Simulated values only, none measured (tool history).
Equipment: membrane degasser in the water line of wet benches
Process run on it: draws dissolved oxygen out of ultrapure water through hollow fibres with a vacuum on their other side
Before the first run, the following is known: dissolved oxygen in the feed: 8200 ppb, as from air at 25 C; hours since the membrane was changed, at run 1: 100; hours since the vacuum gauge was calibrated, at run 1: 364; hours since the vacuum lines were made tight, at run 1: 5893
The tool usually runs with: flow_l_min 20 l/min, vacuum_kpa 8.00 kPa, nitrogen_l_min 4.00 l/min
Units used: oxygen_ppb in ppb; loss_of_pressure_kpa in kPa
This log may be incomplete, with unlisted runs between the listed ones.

run,hour,flow_l_min,vacuum_kpa,nitrogen_l_min,hours since the membrane was changed,hours since the vacuum gauge was calibrated,hours since the vacuum lines were made tight,oxygen_ppb,loss_of_pressure_kpa
1,0.0,20,8.00,4.00,100,364,5893,64.3,59.40
2,91.0,20,8.00,4.00,191,455,5984,63.5,58.98
3,162.6,20,8.00,4.00,263,526,6055,64.3,59.07
4,241.8,20,18.12,4.00,342,605,6135,186.0,58.97
5,348.2,19,8.00,4.00,448,712,6241,60.6,56.16
6,442.2,19,8.00,4.00,542,806,6335,60.6,56.44
7,487.5,20,8.00,3.35,588,851,6380,75.1,58.85
8,547.0,20,8.82,4.00,647,911,6440,73.9,59.42
9,617.6,20,8.82,4.00,718,981,6510,74.4,59.07
10,696.3,20,8.82,4.00,797,1060,6589,74.5,59.16
11,781.8,20,8.82,4.00,882,1145,6675,74.8,59.04
# hour 790.5: vacuum gauge calibrated
12,840.4,20,8.82,4.00,940,50,6733,74.1,59.31
13,947.8,26,8.82,4.00,1047,157,6840,102.2,76.89
14,1038.4,13,12.81,7.35,1138,248,6931,45.2,38.47
# hour 1055.3: vacuum gauge calibrated, once more
15,1098.7,13,12.81,7.35,1198,43,6991,44.6,38.34
16,1178.6,26,12.81,2.13,1278,123,7070,283.1,77.14
17,1244.4,26,12.81,2.13,1344,189,7136,280.8,77.13
18,1311.7,18,12.81,2.13,1411,256,7204,200.5,53.36
19,1364.6,18,12.81,2.13,1464,309,7256,198.3,53.19
20,1451.9,18,12.81,2.75,1551,397,7344,157.4,53.01
# hour 1458.5: seals of the vacuum lines changed
21,1551.3,18,12.81,2.75,1649,494,93,152.6,53.34

Run by run, hidden condition taken away, random variation retained:
The tool's hidden condition here consists of: membrane still open, %; true pressure behind the membrane over the reading, kPa; air that leaks in behind the membrane, l/min; drift of the gauge itself on oxygen_ppb, %; drift of the gauge itself on loss_of_pressure_kpa, %.
run,oxygen_ppb,loss_of_pressure_kpa
1,62.9,59.36
2,62.0,58.91
3,62.8,58.98
4,181.5,58.85
5,58.9,56.02
6,58.9,56.26
7,73.1,58.66
8,71.9,59.21
9,72.3,58.83
10,72.3,58.90
11,72.5,58.75
12,71.8,59.01
13,99.5,76.44
14,43.0,38.22
15,42.5,38.08
16,277.7,76.60
17,275.3,76.56
18,194.6,52.95
19,192.4,52.77
20,152.3,52.55
21,151.7,52.86
